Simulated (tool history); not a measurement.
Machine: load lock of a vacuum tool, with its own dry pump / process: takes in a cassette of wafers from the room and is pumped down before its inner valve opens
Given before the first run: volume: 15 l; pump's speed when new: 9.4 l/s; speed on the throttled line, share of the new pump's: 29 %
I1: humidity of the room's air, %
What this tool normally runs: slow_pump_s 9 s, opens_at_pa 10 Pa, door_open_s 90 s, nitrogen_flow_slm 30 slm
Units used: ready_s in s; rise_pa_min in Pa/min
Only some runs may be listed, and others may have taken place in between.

{"run": 1, "day": 0.0, "slow_pump_s": 9, "opens_at_pa": 10, "door_open_s": 90, "nitrogen_flow_slm": 30, "I1": 45.4, "ready_s": 24.8, "rise_pa_min": 0.267}
{"run": 2, "day": 8.158, "slow_pump_s": 9, "opens_at_pa": 10, "door_open_s": 90, "nitrogen_flow_slm": 30, "I1": 44.2, "ready_s": 24.3, "rise_pa_min": 0.272}
{"run": 3, "day": 15.696, "slow_pump_s": 9, "opens_at_pa": 10, "door_open_s": 90, "nitrogen_flow_slm": 6, "I1": 39.4, "ready_s": 24, "rise_pa_min": 0.324}
{"run": 4, "day": 21.317, "slow_pump_s": 9, "opens_at_pa": 10, "door_open_s": 90, "nitrogen_flow_slm": 30, "I1": 44.7, "ready_s": 23.8, "rise_pa_min": 0.297}
{"run": 5, "day": 28.088, "slow_pump_s": 9, "opens_at_pa": 10, "door_open_s": 90, "nitrogen_flow_slm": 30, "I1": 42.7, "ready_s": 24.3, "rise_pa_min": 0.301}
{"run": 6, "day": 34.012, "slow_pump_s": 17, "opens_at_pa": 10, "door_open_s": 90, "nitrogen_flow_slm": 30, "I1": 48.5, "ready_s": 29.4, "rise_pa_min": 0.321}
{"run": 7, "day": 41.083, "slow_pump_s": 17, "opens_at_pa": 10, "door_open_s": 90, "nitrogen_flow_slm": 30, "I1": 47.3, "ready_s": 29.4, "rise_pa_min": 0.329}
{"run": 8, "day": 47.017, "slow_pump_s": 17, "opens_at_pa": 10, "door_open_s": 90, "nitrogen_flow_slm": 30, "I1": 45.1, "ready_s": 29.4, "rise_pa_min": 0.336}
{"run": 9, "day": 51.775, "slow_pump_s": 9, "opens_at_pa": 10, "door_open_s": 90, "nitrogen_flow_slm": 13, "I1": 40.9, "ready_s": 24.1, "rise_pa_min": 0.366}
{"run": 10, "day": 59.979, "slow_pump_s": 9, "opens_at_pa": 10, "door_open_s": 33, "nitrogen_flow_slm": 30, "I1": 45.3, "ready_s": 24.6, "rise_pa_min": 0.333}
{"run": 11, "day": 64.438, "slow_pump_s": 9, "opens_at_pa": 10, "door_open_s": 90, "nitrogen_flow_slm": 8, "I1": 43.8, "ready_s": 25.2, "rise_pa_min": 0.39}
{"run": 12, "day": 70.6, "slow_pump_s": 9, "opens_at_pa": 10, "door_open_s": 90, "nitrogen_flow_slm": 30, "I1": 45.9, "ready_s": 25.1, "rise_pa_min": 0.377}
{"run": 13, "day": 76.9, "slow_pump_s": 9, "opens_at_pa": 10, "door_open_s": 90, "nitrogen_flow_slm": 30, "I1": 47, "ready_s": 25, "rise_pa_min": 0.378}
{"run": 14, "day": 86.621, "slow_pump_s": 9, "opens_at_pa": 10, "door_open_s": 90, "nitrogen_flow_slm": 30, "I1": 46.6, "ready_s": 25.2, "rise_pa_min": 0.403}
{"run": 15, "day": 96.242, "slow_pump_s": 9, "opens_at_pa": 10, "door_open_s": 90, "nitrogen_flow_slm": 30, "I1": 44.3, "ready_s": 24.8, "rise_pa_min": 0.408}
{"run": 16, "day": 105.421, "slow_pump_s": 9, "opens_at_pa": 10, "door_open_s": 90, "nitrogen_flow_slm": 30, "I1": 45.5, "ready_s": 24.9, "rise_pa_min": 0.431}
{"run": 17, "day": 113.479, "slow_pump_s": 9, "opens_at_pa": 10, "door_open_s": 90, "nitrogen_flow_slm": 30, "I1": 45.3, "ready_s": 25.1, "rise_pa_min": 0.443}
{"run": 18, "day": 117.883, "slow_pump_s": 9, "opens_at_pa": 10, "door_open_s": 90, "nitrogen_flow_slm": 30, "I1": 45.3, "ready_s": 25.1, "rise_pa_min": 0.447}
{"run": 19, "day": 122.554, "slow_pump_s": 9, "opens_at_pa": 10, "door_open_s": 90, "nitrogen_flow_slm": 30, "I1": 47.1, "ready_s": 24.8, "rise_pa_min": 0.466}
{"run": 20, "day": 128.179, "slow_pump_s": 9, "opens_at_pa": 10, "door_open_s": 90, "nitrogen_flow_slm": 30, "I1": 45.5, "ready_s": 24.8, "rise_pa_min": 0.474}
{"day": 130.588, "done": "dry pump taken out, an overhauled one fitted"}
{"run": 21, "day": 133.658, "slow_pump_s": 10, "opens_at_pa": 17, "door_open_s": 90, "nitrogen_flow_slm": 8, "I1": 45.1, "ready_s": 21.1, "rise_pa_min": 0.516}
{"run": 22, "day": 142.233, "slow_pump_s": 10, "opens_at_pa": 17, "door_open_s": 90, "nitrogen_flow_slm": 8, "I1": 45.2, "ready_s": 21.7, "rise_pa_min": 0.538}
{"run": 23, "day": 148.667, "slow_pump_s": 10, "opens_at_pa": 17, "door_open_s": 90, "nitrogen_flow_slm": 8, "I1": 46.3, "ready_s": 20.5, "rise_pa_min": 0.548}
{"run": 24, "day": 157.879, "slow_pump_s": 10, "opens_at_pa": 17, "door_open_s": 90, "nitrogen_flow_slm": 8, "I1": 42.4, "ready_s": 21.3, "rise_pa_min": 0.543}
{"run": 25, "day": 167.888, "slow_pump_s": 10, "opens_at_pa": 17, "door_open_s": 90, "nitrogen_flow_slm": 8, "I1": 46, "ready_s": 21.2, "rise_pa_min": 0.577}
{"run": 26, "day": 174.342, "slow_pump_s": 10, "opens_at_pa": 17, "door_open_s": 90, "nitrogen_flow_slm": 8, "I1": 44.7, "ready_s": 21.1, "rise_pa_min": 0.59}
{"run": 27, "day": 181.812, "slow_pump_s": 10, "opens_at_pa": 17, "door_open_s": 90, "nitrogen_flow_slm": 8, "I1": 45, "ready_s": 21.5, "rise_pa_min": 0.618}
{"run": 28, "day": 189.4, "slow_pump_s": 10, "opens_at_pa": 18, "door_open_s": 90, "nitrogen_flow_slm": 8, "I1": 47.7, "ready_s": 21.6, "rise_pa_min": 0.621}
{"run": 29, "day": 196.538, "slow_pump_s": 5, "opens_at_pa": 10, "door_open_s": 205, "nitrogen_flow_slm": 6, "I1": 46.1, "ready_s": 19, "rise_pa_min": 0.692}
{"run": 30, "day": 203.662, "slow_pump_s": 5, "opens_at_pa": 10, "door_open_s": 205, "nitrogen_flow_slm": 6, "I1": 46.1, "ready_s": 19.6, "rise_pa_min": 0.69}
{"run": 31, "day": 210.908, "slow_pump_s": 5, "opens_at_pa": 10, "door_open_s": 205, "nitrogen_flow_slm": 6, "I1": 44.3, "ready_s": 19.3, "rise_pa_min": 0.708}
{"run": 32, "day": 218.333, "slow_pump_s": 5, "opens_at_pa": 10, "door_open_s": 205, "nitrogen_flow_slm": 6, "I1": 44.4, "ready_s": 19.5, "rise_pa_min": 0.725}
{"run": 33, "day": 226.754, "slow_pump_s": 5, "opens_at_pa": 10, "door_open_s": 205, "nitrogen_flow_slm": 6, "I1": 46.8, "ready_s": 19.3, "rise_pa_min": 0.761}
{"day": 234.725, "done": "door's seal changed, seat wiped"}
{"run": 34, "day": 234.812, "slow_pump_s": 5, "opens_at_pa": 13, "door_open_s": 40, "nitrogen_flow_slm": 28, "I1": 43.1, "ready_s": 19.2, "rise_pa_min": 0.051}
{"run": 35, "day": 241.412, "slow_pump_s": 5, "opens_at_pa": 13, "door_open_s": 40, "nitrogen_flow_slm": 28, "I1": 45, "ready_s": 19.3, "rise_pa_min": 0.051}
{"run": 36, "day": 245.779, "slow_pump_s": 9, "opens_at_pa": 15, "door_open_s": 90, "nitrogen_flow_slm": 33, "I1": 47.9, "ready_s": 20.8, "rise_pa_min": 0.067}
{"run": 37, "day": 253.454, "slow_pump_s": 9, "opens_at_pa": 15, "door_open_s": 90, "nitrogen_flow_slm": 33, "I1": 45.7, "ready_s": 21.5, "rise_pa_min": 0.064}

What would each run have given without the hidden state, its run-to-run variation left as it was?
Hidden state present: pump's speed, % of a new pump's; leak at the door's seal, Pa l/s; drift of the gauge itself on ready_s, %; drift of the gauge itself on rise_pa_min, %.
run=1 ready_s=22.2 rise_pa_min=0.061
run=2 ready_s=21.6 rise_pa_min=0.061
run=3 ready_s=21.2 rise_pa_min=0.096
run=4 ready_s=21 rise_pa_min=0.064
run=5 ready_s=21.4 rise_pa_min=0.061
run=6 ready_s=27 rise_pa_min=0.069
run=7 ready_s=26.9 rise_pa_min=0.071
run=8 ready_s=26.9 rise_pa_min=0.067
run=9 ready_s=21 rise_pa_min=0.087
run=10 ready_s=21.4 rise_pa_min=0.047
run=11 ready_s=22 rise_pa_min=0.103
run=12 ready_s=21.8 rise_pa_min=0.07
run=13 ready_s=21.6 rise_pa_min=0.069
run=14 ready_s=21.6 rise_pa_min=0.07
run=15 ready_s=21.3 rise_pa_min=0.061
run=16 ready_s=21.2 rise_pa_min=0.069
run=17 ready_s=21.4 rise_pa_min=0.065
run=18 ready_s=21.3 rise_pa_min=0.066
run=19 ready_s=21 rise_pa_min=0.071
run=20 ready_s=20.9 rise_pa_min=0.071
run=21 ready_s=21.1 rise_pa_min=0.107
run=22 ready_s=21.6 rise_pa_min=0.107
run=23 ready_s=20.4 rise_pa_min=0.112
run=24 ready_s=21.1 rise_pa_min=0.095
run=25 ready_s=20.9 rise_pa_min=0.107
run=26 ready_s=20.8 rise_pa_min=0.102
run=27 ready_s=21.1 rise_pa_min=0.108
run=28 ready_s=21.3 rise_pa_min=0.107
run=29 ready_s=18.5 rise_pa_min=0.156
run=30 ready_s=19 rise_pa_min=0.152
run=31 ready_s=18.7 rise_pa_min=0.144
run=32 ready_s=18.8 rise_pa_min=0.145
run=33 ready_s=18.6 rise_pa_min=0.155
run=34 ready_s=18.4 rise_pa_min=0.053
run=35 ready_s=18.4 rise_pa_min=0.05
run=36 ready_s=20 rise_pa_min=0.064
run=37 ready_s=20.7 rise_pa_min=0.058
